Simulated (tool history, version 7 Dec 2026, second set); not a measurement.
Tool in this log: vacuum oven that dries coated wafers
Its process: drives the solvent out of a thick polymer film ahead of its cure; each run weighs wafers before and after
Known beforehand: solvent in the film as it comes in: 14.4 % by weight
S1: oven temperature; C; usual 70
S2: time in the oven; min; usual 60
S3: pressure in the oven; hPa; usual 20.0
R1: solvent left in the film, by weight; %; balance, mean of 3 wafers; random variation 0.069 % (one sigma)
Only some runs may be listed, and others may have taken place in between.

run 1 hour=0.0 | S1=70 S2=60 S3=20.0 | R1=4.83
run 2 hour=55.6 | S1=70 S2=60 S3=20.0 | R1=4.96
run 3 hour=119.9 | S1=70 S2=60 S3=20.0 | R1=4.81
run 4 hour=195.7 | S1=70 S2=60 S3=20.0 | R1=4.93
run 5 hour=254.6 | S1=70 S2=60 S3=20.0 | R1=4.81
run 6 hour=318.1 | S1=70 S2=93 S3=20.0 | R1=4.30
run 7 hour=391.9 | S1=70 S2=43 S3=32.5 | R1=7.67
run 8 hour=470.7 | S1=70 S2=43 S3=32.5 | R1=7.86
run 9 hour=529.2 | S1=57 S2=43 S3=32.5 | R1=13.10
run 10 hour=576.0 | S1=57 S2=43 S3=15.0 | R1=9.02

Forecast each of these 3 alternatives for the next run:
run A hour=653.2 | S1=61 S2=59 S3=30.2 | R1=?
run B hour=653.2 | S1=83 S2=48 S3=22.9 | R1=?
run C hour=653.2 | S1=83 S2=43 S3=75.3 | R1=?

run=A R1=10.27
run=B R1=2.88
run=C R1=9.42
With the hidden condition removed and each run's random variation left untouched, the same runs would have given:
run=A R1=10.20
run=B R1=2.85
run=C R1=9.38
